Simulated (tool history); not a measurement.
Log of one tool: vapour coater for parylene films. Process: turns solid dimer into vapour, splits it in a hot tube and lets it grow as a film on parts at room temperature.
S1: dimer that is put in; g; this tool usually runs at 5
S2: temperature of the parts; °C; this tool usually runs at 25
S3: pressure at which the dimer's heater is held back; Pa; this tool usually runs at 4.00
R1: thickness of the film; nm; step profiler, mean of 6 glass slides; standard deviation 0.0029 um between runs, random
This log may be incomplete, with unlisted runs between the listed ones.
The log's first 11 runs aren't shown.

{"run": 12, "hour": 121.5, "S1": 5, "S2": 25, "S3": 2.48, "R1": 1051}
{"run": 13, "hour": 128.4, "S1": 5, "S2": 25, "S3": 2.48, "R1": 1055}
{"hour": 143.7, "done": "trap's valve overhauled"}
{"run": 14, "hour": 146.0, "S1": 5, "S2": 25, "S3": 4.0, "R1": 998}
{"run": 15, "hour": 155.4, "S1": 8, "S2": 25, "S3": 4.0, "R1": 1602}
{"run": 16, "hour": 166.0, "S1": 5, "S2": 25, "S3": 4.0, "R1": 996}
{"run": 17, "hour": 177.0, "S1": 5, "S2": 25, "S3": 4.0, "R1": 1007}
{"run": 18, "hour": 190.6, "S1": 5, "S2": 18, "S3": 4.0, "R1": 1116}
{"run": 19, "hour": 199.4, "S1": 6, "S2": 17, "S3": 7.23, "R1": 1274}
{"run": 20, "hour": 212.6, "S1": 5, "S2": 25, "S3": 7.24, "R1": 940}
{"run": 21, "hour": 226.6, "S1": 6, "S2": 25, "S3": 4.0, "R1": 1198}
{"run": 22, "hour": 238.4, "S1": 5, "S2": 33, "S3": 4.39, "R1": 872}
{"run": 23, "hour": 245.3, "S1": 5, "S2": 33, "S3": 4.39, "R1": 871}
{"run": 24, "hour": 253.3, "S1": 5, "S2": 33, "S3": 7.9, "R1": 817}
{"run": 25, "hour": 264.6, "S1": 5, "S2": 33, "S3": 7.9, "R1": 816}
{"run": 26, "hour": 273.2, "S1": 7, "S2": 20, "S3": 7.9, "R1": 1406}
{"run": 27, "hour": 283.9, "S1": 7, "S2": 20, "S3": 4.27, "R1": 1495}
{"run": 28, "hour": 297.4, "S1": 7, "S2": 20, "S3": 4.27, "R1": 1498}
{"run": 29, "hour": 311.7, "S1": 7, "S2": 20, "S3": 4.27, "R1": 1501}
{"run": 30, "hour": 327.0, "S1": 7, "S2": 23, "S3": 4.45, "R1": 1424}
{"run": 31, "hour": 341.2, "S1": 7, "S2": 23, "S3": 4.45, "R1": 1423}
{"run": 32, "hour": 353.6, "S1": 7, "S2": 36, "S3": 4.45, "R1": 1160}
{"run": 33, "hour": 366.3, "S1": 7, "S2": 35, "S3": 3.68, "R1": 1203}
{"run": 34, "hour": 379.3, "S1": 6, "S2": 30, "S3": 4.98, "R1": 1081}
{"run": 35, "hour": 390.7, "S1": 5, "S2": 20, "S3": 4.0, "R1": 1083}
{"run": 36, "hour": 400.3, "S1": 5, "S2": 18, "S3": 4.0, "R1": 1115}

Alternative continuations, all from the tool just after run 36; predict every row:
{"run": "A", "hour": 412.1, "S1": 6, "S2": 20, "S3": 2.54, "R1": "?"}
{"run": "B", "hour": 412.1, "S1": 6, "S2": 22, "S3": 4.0, "R1": "?"}
{"run": "C", "hour": 412.1, "S1": 2, "S2": 18, "S3": 8.75, "R1": "?"}
{"run": "D", "hour": 412.1, "S1": 5, "S2": 35, "S3": 3.04, "R1": "?"}

run=A R1=1364
run=B R1=1257
run=C R1=411
run=D R1=878
Stripped of hidden state, with their random variation kept, the same runs would have yielded:
run=A R1=1364
run=B R1=1258
run=C R1=411
run=D R1=879
